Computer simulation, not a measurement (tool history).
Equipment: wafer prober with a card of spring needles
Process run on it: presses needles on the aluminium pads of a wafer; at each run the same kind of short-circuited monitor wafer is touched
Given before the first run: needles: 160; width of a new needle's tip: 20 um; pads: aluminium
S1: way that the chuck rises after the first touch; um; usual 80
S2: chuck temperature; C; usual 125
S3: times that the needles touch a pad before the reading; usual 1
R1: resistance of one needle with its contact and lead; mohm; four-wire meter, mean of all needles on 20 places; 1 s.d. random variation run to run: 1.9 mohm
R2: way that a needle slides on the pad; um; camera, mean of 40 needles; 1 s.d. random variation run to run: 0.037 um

run	hour	S1	S2	S3	R1	R2
1	0	80	125	1	205	20.01
# hour 3.7: tips cleaned on abrasive film
# hour 9.9: tips cleaned on abrasive film
# hour 16.1: tips cleaned on abrasive film
# hour 22.2: tips cleaned on abrasive film
# hour 28.4: tips cleaned on abrasive film
# hour 34.6: tips cleaned on abrasive film
# hour 39.5: tips cleaned on abrasive film
2	40	80	59	1	187	19.91
# hour 44.9: tips cleaned on abrasive film
# hour 51.1: tips cleaned on abrasive film
# hour 57.3: tips cleaned on abrasive film
# hour 63.4: tips cleaned on abrasive film
# hour 69.6: tips cleaned on abrasive film
3	73.2	92	125	1	204	22.89
# hour 75.7: tips cleaned on abrasive film
# hour 81.9: tips cleaned on abrasive film
# hour 88: tips cleaned on abrasive film
# hour 94.2: tips cleaned on abrasive film
# hour 100.4: tips cleaned on abrasive film
# hour 106.2: tips cleaned on abrasive film
4	106.2	92	125	1	201	22.9
# hour 112.3: tips cleaned on abrasive film
# hour 118.5: tips cleaned on abrasive film
# hour 124.7: tips cleaned on abrasive film
# hour 130.8: tips cleaned on abrasive film
# hour 135.8: tips cleaned on abrasive film
# hour 140.7: tips cleaned on abrasive film
# hour 146.9: tips cleaned on abrasive film
# hour 151.9: tips cleaned on abrasive film
# hour 158: tips cleaned on abrasive film
5	158.2	92	125	1	198	22.92
# hour 163.1: tips cleaned on abrasive film
# hour 169.3: tips cleaned on abrasive film
# hour 172: height of the first contact set anew
# hour 174.6: tips cleaned on abrasive film
# hour 180.7: tips cleaned on abrasive film
# hour 185.7: tips cleaned on abrasive film
6	187.2	92	125	1	202	22.89
# hour 191: tips cleaned on abrasive film
# hour 197.1: tips cleaned on abrasive film
# hour 203.3: tips cleaned on abrasive film
# hour 208.3: tips cleaned on abrasive film
# hour 214.4: tips cleaned on abrasive film
# hour 219.4: tips cleaned on abrasive film
# hour 225.6: tips cleaned on abrasive film
# hour 230.5: tips cleaned on abrasive film
# hour 236.7: tips cleaned on abrasive film
7	237.9	92	125	1	202	22.87
# hour 242.8: tips cleaned on abrasive film
# hour 249: tips cleaned on abrasive film
# hour 255.2: tips cleaned on abrasive film
# hour 261.3: tips cleaned on abrasive film
# hour 267.5: tips cleaned on abrasive film
# hour 273.7: tips cleaned on abrasive film
# hour 278.6: tips cleaned on abrasive film
# hour 284.8: tips cleaned on abrasive film
8	287	92	125	1	202	22.85
# hour 290.7: tips cleaned on abrasive film
# hour 295.7: tips cleaned on abrasive film
# hour 301.8: tips cleaned on abrasive film
# hour 306.8: tips cleaned on abrasive film
# hour 313: tips cleaned on abrasive film
# hour 317.9: tips cleaned on abrasive film
# hour 322.9: tips cleaned on abrasive film
# hour 329: tips cleaned on abrasive film
# hour 334: tips cleaned on abrasive film
9	334	92	125	1	203	22.83
# hour 339: tips cleaned on abrasive film
# hour 343.9: tips cleaned on abrasive film
# hour 350.1: tips cleaned on abrasive film
# hour 356.3: tips cleaned on abrasive film
# hour 362.4: tips cleaned on abrasive film
# hour 367.6: tips cleaned on abrasive film
10	367.6	92	125	1	202	22.87
# hour 373.8: tips cleaned on abrasive film
# hour 380: tips cleaned on abrasive film
# hour 386.1: tips cleaned on abrasive film
# hour 392.3: tips cleaned on abrasive film
# hour 398.5: tips cleaned on abrasive film
# hour 404.6: tips cleaned on abrasive film
# hour 410.8: tips cleaned on abrasive film
11	413.8	80	125	3	204	19.8
# hour 416.3: tips cleaned on abrasive film
# hour 421.2: tips cleaned on abrasive film
# hour 427.4: tips cleaned on abrasive film
# hour 433.6: tips cleaned on abrasive film
# hour 438.8: tips cleaned on abrasive film
12	438.8	80	125	1	205	19.83
# hour 445: tips cleaned on abrasive film
# hour 450: tips cleaned on abrasive film
# hour 456.1: tips cleaned on abrasive film
# hour 462.3: tips cleaned on abrasive film
# hour 467.3: tips cleaned on abrasive film
# hour 472.4: height of the first contact set anew
# hour 473.7: tips cleaned on abrasive film
# hour 478.7: tips cleaned on abrasive film
13	479.1	85	125	1	202	21
# hour 484.1: tips cleaned on abrasive film
# hour 490.3: tips cleaned on abrasive film
# hour 496.4: tips cleaned on abrasive film
# hour 502.6: tips cleaned on abrasive film
14	503.4	85	125	1	200	21.01
# hour 508.3: tips cleaned on abrasive film
# hour 514.5: tips cleaned on abrasive film
# hour 520.7: tips cleaned on abrasive film
# hour 526.8: tips cleaned on abrasive film
# hour 531.8: tips cleaned on abrasive film
# hour 536.8: tips cleaned on abrasive film
15	536.8	85	125	1	206	21.01
# hour 543: tips cleaned on abrasive film
# hour 547.9: tips cleaned on abrasive film
# hour 552.9: tips cleaned on abrasive film
# hour 559: tips cleaned on abrasive film
16	559.2	80	70	2	193	19.73
# hour 564.1: tips cleaned on abrasive film
# hour 570.3: tips cleaned on abrasive film
# hour 575.3: tips cleaned on abrasive film
# hour 581.4: tips cleaned on abrasive film
# hour 587.6: tips cleaned on abrasive film
# hour 592.6: tips cleaned on abrasive film
# hour 598.7: tips cleaned on abrasive film
17	598.9	98	125	2	201	24.14
# hour 603.8: tips cleaned on abrasive film
# hour 610: tips cleaned on abrasive film
# hour 615: tips cleaned on abrasive film
# hour 621.1: tips cleaned on abrasive film
18	625.6	100	32	2	180	24.59
# hour 626.9: tips cleaned on abrasive film
# hour 631.9: tips cleaned on abrasive film
# hour 636.9: tips cleaned on abrasive film
# hour 643: tips cleaned on abrasive film
# hour 649.2: tips cleaned on abrasive film
# hour 655.4: tips cleaned on abrasive film
# hour 661.5: tips cleaned on abrasive film
# hour 667.7: tips cleaned on abrasive film
# hour 673.9: tips cleaned on abrasive film
19	675	100	32	2	182	24.61
# hour 679.9: tips cleaned on abrasive film
# hour 686.1: tips cleaned on abrasive film
# hour 692.3: tips cleaned on abrasive film
# hour 697.2: tips cleaned on abrasive film
# hour 703.4: tips cleaned on abrasive film
# hour 709.5: tips cleaned on abrasive film
# hour 714.5: tips cleaned on abrasive film
# hour 720.7: tips cleaned on abrasive film
20	724.4	100	32	2	185	24.65

Predict each of these 3 candidate next runs independently; none follows another, all start after run 20:
# hour 725.7: tips cleaned on abrasive film
# hour 731.9: tips cleaned on abrasive film
# hour 736.9: tips cleaned on abrasive film
# hour 743: tips cleaned on abrasive film
# hour 748: tips cleaned on abrasive film
# hour 754.1: tips cleaned on abrasive film
# hour 759.1: tips cleaned on abrasive film
A	763.5	80	40	1	?	?
# hour 725.7: tips cleaned on abrasive film
# hour 731.9: tips cleaned on abrasive film
# hour 736.9: tips cleaned on abrasive film
# hour 743: tips cleaned on abrasive film
# hour 748: tips cleaned on abrasive film
# hour 754.1: tips cleaned on abrasive film
# hour 759.1: tips cleaned on abrasive film
B	763.5	75	76	1	?	?
# hour 725.7: tips cleaned on abrasive film
# hour 731.9: tips cleaned on abrasive film
# hour 736.9: tips cleaned on abrasive film
# hour 743: tips cleaned on abrasive film
# hour 748: tips cleaned on abrasive film
# hour 754.1: tips cleaned on abrasive film
# hour 759.1: tips cleaned on abrasive film
C	763.5	80	125	3	?	?

run	R1	R2
A	182	19.67
B	194	18.41
C	207	19.64
With no hidden state in the tool, these same runs would have given:
run	R1	R2
A	181	19.98
B	193	18.7
C	206	19.95
